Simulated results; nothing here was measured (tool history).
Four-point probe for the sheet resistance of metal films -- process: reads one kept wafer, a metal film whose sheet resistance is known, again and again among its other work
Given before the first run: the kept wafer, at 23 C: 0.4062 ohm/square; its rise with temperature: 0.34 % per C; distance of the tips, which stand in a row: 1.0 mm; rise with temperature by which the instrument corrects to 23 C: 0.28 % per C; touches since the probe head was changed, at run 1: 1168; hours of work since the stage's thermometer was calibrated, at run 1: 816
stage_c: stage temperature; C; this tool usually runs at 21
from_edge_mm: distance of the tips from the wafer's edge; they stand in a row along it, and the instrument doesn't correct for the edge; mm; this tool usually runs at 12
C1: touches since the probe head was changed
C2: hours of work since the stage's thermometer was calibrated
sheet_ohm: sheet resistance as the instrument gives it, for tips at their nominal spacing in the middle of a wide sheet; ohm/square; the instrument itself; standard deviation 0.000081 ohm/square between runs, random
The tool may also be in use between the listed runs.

run 1 day=0 | stage_c=21 from_edge_mm=12 | C1=1168 C2=816 | sheet_ohm=0.406891
run 2 day=0.583 | stage_c=21 from_edge_mm=12 | C1=1449 C2=826 | sheet_ohm=0.406776
run 3 day=1.329 | stage_c=21 from_edge_mm=12 | C1=1809 C2=839 | sheet_ohm=0.40675
run 4 day=1.988 | stage_c=21 from_edge_mm=12 | C1=2125 C2=850 | sheet_ohm=0.40663
run 5 day=2.842 | stage_c=21 from_edge_mm=12 | C1=2536 C2=864 | sheet_ohm=0.406628
run 6 day=3.417 | stage_c=21 from_edge_mm=12 | C1=2814 C2=874 | sheet_ohm=0.406755
run 7 day=4.321 | stage_c=21 from_edge_mm=12 | C1=3250 C2=890 | sheet_ohm=0.406732
run 8 day=4.725 | stage_c=21 from_edge_mm=6 | C1=3444 C2=896 | sheet_ohm=0.411104
run 9 day=5.571 | stage_c=21 from_edge_mm=6 | C1=3852 C2=911 | sheet_ohm=0.411017
run 10 day=6.179 | stage_c=21 from_edge_mm=6 | C1=4143 C2=921 | sheet_ohm=0.41104
run 11 day=6.829 | stage_c=21 from_edge_mm=6 | C1=4458 C2=932 | sheet_ohm=0.410926
run 12 day=7.479 | stage_c=21 from_edge_mm=12 | C1=4769 C2=943 | sheet_ohm=0.406546
run 13 day=7.85 | stage_c=21 from_edge_mm=12 | C1=4948 C2=949 | sheet_ohm=0.406449
run 14 day=8.621 | stage_c=19 from_edge_mm=54 | C1=5320 C2=962 | sheet_ohm=0.404397
run 15 day=9.325 | stage_c=19 from_edge_mm=54 | C1=5658 C2=974 | sheet_ohm=0.404329
run 16 day=10.217 | stage_c=23 from_edge_mm=5 | C1=6088 C2=990 | sheet_ohm=0.413899
run 17 day=10.733 | stage_c=23 from_edge_mm=5 | C1=6337 C2=998 | sheet_ohm=0.41386
run 18 day=11.154 | stage_c=23 from_edge_mm=5 | C1=6540 C2=1005 | sheet_ohm=0.4139
run 19 day=12.008 | stage_c=26 from_edge_mm=8 | C1=6950 C2=1020 | sheet_ohm=0.409547
run 20 day=12.571 | stage_c=26 from_edge_mm=8 | C1=7221 C2=1029 | sheet_ohm=0.409488
run 21 day=13.05 | stage_c=20 from_edge_mm=32 | C1=7453 C2=1038 | sheet_ohm=0.404557
run 22 day=13.829 | stage_c=35 from_edge_mm=35 | C1=7827 C2=1051 | sheet_ohm=0.408664
run 23 day=14.658 | stage_c=19 from_edge_mm=11 | C1=8226 C2=1065 | sheet_ohm=0.405885
run 24 day=15.312 | stage_c=19 from_edge_mm=11 | C1=8542 C2=1076 | sheet_ohm=0.405874

Here are 4 independent what-if runs from the current tool condition. What would each one return?
run A day=15.925 | stage_c=31 from_edge_mm=12 | C1=8837 C2=1086 | sheet_ohm=?
run B day=15.925 | stage_c=21 from_edge_mm=5 | C1=8837 C2=1086 | sheet_ohm=?
run C day=15.925 | stage_c=32 from_edge_mm=11 | C1=8837 C2=1086 | sheet_ohm=?
run D day=15.925 | stage_c=24 from_edge_mm=34 | C1=8837 C2=1086 | sheet_ohm=?

run=A sheet_ohm=0.408731
run=B sheet_ohm=0.41307
run=C sheet_ohm=0.409356
run=D sheet_ohm=0.405669
With the hidden condition removed and each run's random variation left untouched, the same runs would have given:
run=A sheet_ohm=0.409794
run=B sheet_ohm=0.414158
run=C sheet_ohm=0.41042
run=D sheet_ohm=0.406734

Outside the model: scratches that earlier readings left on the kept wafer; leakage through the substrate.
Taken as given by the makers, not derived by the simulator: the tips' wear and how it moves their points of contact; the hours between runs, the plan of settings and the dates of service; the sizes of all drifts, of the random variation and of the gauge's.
